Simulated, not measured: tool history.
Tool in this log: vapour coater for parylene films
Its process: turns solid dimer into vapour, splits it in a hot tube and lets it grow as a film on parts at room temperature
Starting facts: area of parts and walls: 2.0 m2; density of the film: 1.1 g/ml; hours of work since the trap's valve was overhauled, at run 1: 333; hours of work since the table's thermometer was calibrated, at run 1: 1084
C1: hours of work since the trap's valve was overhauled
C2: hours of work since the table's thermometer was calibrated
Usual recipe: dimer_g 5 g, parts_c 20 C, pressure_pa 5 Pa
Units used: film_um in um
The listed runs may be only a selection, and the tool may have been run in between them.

run 1 hour=0 | dimer_g=5 parts_c=20 pressure_pa=5 | C1=333 C2=1084 | film_um=1.37
run 2 hour=28.4 | dimer_g=5 parts_c=20 pressure_pa=5 | C1=356 C2=1107 | film_um=1.38
run 3 hour=70 | dimer_g=5 parts_c=20 pressure_pa=5 | C1=389 C2=1140 | film_um=1.36
-- hour=102.5 trap's valve overhauled
run 4 hour=107.3 | dimer_g=5 parts_c=20 pressure_pa=3.77 | C1=4 C2=1166 | film_um=1.6
run 5 hour=147.2 | dimer_g=5 parts_c=20 pressure_pa=3.77 | C1=36 C2=1198 | film_um=1.61
run 6 hour=169.1 | dimer_g=5 parts_c=14 pressure_pa=3.77 | C1=53 C2=1216 | film_um=2.03
run 7 hour=198.4 | dimer_g=5 parts_c=14 pressure_pa=3.77 | C1=76 C2=1239 | film_um=2.02
run 8 hour=225.4 | dimer_g=5 parts_c=14 pressure_pa=3.51 | C1=98 C2=1261 | film_um=2.02
run 9 hour=245.4 | dimer_g=5 parts_c=14 pressure_pa=3.51 | C1=114 C2=1276 | film_um=2.02
run 10 hour=262.2 | dimer_g=3 parts_c=14 pressure_pa=3.51 | C1=127 C2=1290 | film_um=1.21
run 11 hour=280.1 | dimer_g=5 parts_c=20 pressure_pa=5 | C1=142 C2=1304 | film_um=1.49
run 12 hour=315.1 | dimer_g=5 parts_c=20 pressure_pa=5 | C1=169 C2=1332 | film_um=1.48
run 13 hour=339.6 | dimer_g=5 parts_c=20 pressure_pa=5 | C1=189 C2=1352 | film_um=1.49
run 14 hour=369.3 | dimer_g=8 parts_c=20 pressure_pa=5 | C1=213 C2=1375 | film_um=2.38
run 15 hour=388.4 | dimer_g=5 parts_c=27 pressure_pa=5 | C1=228 C2=1390 | film_um=1.08
run 16 hour=413.6 | dimer_g=5 parts_c=27 pressure_pa=5 | C1=248 C2=1411 | film_um=1.07
run 17 hour=444.6 | dimer_g=5 parts_c=27 pressure_pa=5 | C1=273 C2=1435 | film_um=1.06
run 18 hour=473.8 | dimer_g=5 parts_c=27 pressure_pa=5 | C1=296 C2=1459 | film_um=1.05
run 19 hour=494.3 | dimer_g=5 parts_c=20 pressure_pa=3.72 | C1=312 C2=1475 | film_um=1.45
run 20 hour=535.4 | dimer_g=5 parts_c=20 pressure_pa=3.72 | C1=345 C2=1508 | film_um=1.45
run 21 hour=571.2 | dimer_g=2 parts_c=20 pressure_pa=10.6 | C1=374 C2=1536 | film_um=0.52
run 22 hour=598.2 | dimer_g=2 parts_c=24 pressure_pa=5.1 | C1=395 C2=1558 | film_um=0.44
-- hour=622.2 trap's valve overhauled
run 23 hour=629 | dimer_g=2 parts_c=24 pressure_pa=5.1 | C1=5 C2=1579 | film_um=0.52
run 24 hour=649.6 | dimer_g=2 parts_c=24 pressure_pa=5.1 | C1=22 C2=1595 | film_um=0.54
run 25 hour=679.6 | dimer_g=2 parts_c=24 pressure_pa=5.1 | C1=46 C2=1619 | film_um=0.53
run 26 hour=698.9 | dimer_g=2 parts_c=24 pressure_pa=5.1 | C1=61 C2=1635 | film_um=0.53
run 27 hour=718.2 | dimer_g=2 parts_c=24 pressure_pa=5.1 | C1=77 C2=1650 | film_um=0.52
run 28 hour=756.7 | dimer_g=4 parts_c=32 pressure_pa=5.55 | C1=107 C2=1681 | film_um=0.72
run 29 hour=781.2 | dimer_g=4 parts_c=28 pressure_pa=3.13 | C1=127 C2=1700 | film_um=0.91
run 30 hour=805.5 | dimer_g=4 parts_c=28 pressure_pa=3.13 | C1=146 C2=1720 | film_um=0.89
run 31 hour=830.3 | dimer_g=4 parts_c=28 pressure_pa=3.13 | C1=166 C2=1740 | film_um=0.89
run 32 hour=847.7 | dimer_g=5 parts_c=20 pressure_pa=7.99 | C1=180 C2=1753 | film_um=1.43
run 33 hour=864.9 | dimer_g=6 parts_c=15 pressure_pa=2.25 | C1=193 C2=1767 | film_um=2.37
run 34 hour=887.6 | dimer_g=4 parts_c=15 pressure_pa=2.05 | C1=212 C2=1785 | film_um=1.57
run 35 hour=917.5 | dimer_g=4 parts_c=15 pressure_pa=5.06 | C1=235 C2=1809 | film_um=1.46
run 36 hour=941.2 | dimer_g=3 parts_c=20 pressure_pa=10.6 | C1=254 C2=1828 | film_um=0.81
run 37 hour=981.4 | dimer_g=3 parts_c=20 pressure_pa=10.6 | C1=286 C2=1860 | film_um=0.8
run 38 hour=1002.5 | dimer_g=5 parts_c=22 pressure_pa=2.12 | C1=303 C2=1877 | film_um=1.43
run 39 hour=1038 | dimer_g=5 parts_c=22 pressure_pa=2.12 | C1=331 C2=1905 | film_um=1.4
run 40 hour=1064.9 | dimer_g=5 parts_c=20 pressure_pa=6.3 | C1=353 C2=1927 | film_um=1.38

Measured result minus the same run's result without the hidden state. Both carry the same run-to-run variation, though not necessarily the same gauge scatter:
The tool's hidden condition here consists of: vapour lost through the trap's worn valve, %; true temperature of the parts over the reading, C; drift of the gauge itself on film_um, %.
run=1 film_um=-0.14
run=2 film_um=-0.15
run=3 film_um=-0.17
run=4 film_um=+0.05
run=5 film_um=+0.03
run=6 film_um=+0.02
run=7 film_um=+0.01
run=8 film_um=+0
run=9 film_um=-0.01
run=10 film_um=-0.01
run=11 film_um=-0.02
run=12 film_um=-0.04
run=13 film_um=-0.05
run=14 film_um=-0.1
run=15 film_um=-0.05
run=16 film_um=-0.06
run=17 film_um=-0.07
run=18 film_um=-0.08
run=19 film_um=-0.12
run=20 film_um=-0.13
run=21 film_um=-0.06
run=22 film_um=-0.06
run=23 film_um=+0.02
run=24 film_um=+0.02
run=25 film_um=+0.01
run=26 film_um=+0.01
run=27 film_um=+0.01
run=28 film_um=+0
run=29 film_um=+0
run=30 film_um=-0.01
run=31 film_um=-0.02
run=32 film_um=-0.03
run=33 film_um=-0.07
run=34 film_um=-0.06
run=35 film_um=-0.06
run=36 film_um=-0.04
run=37 film_um=-0.05
run=38 film_um=-0.1
run=39 film_um=-0.11
run=40 film_um=-0.12
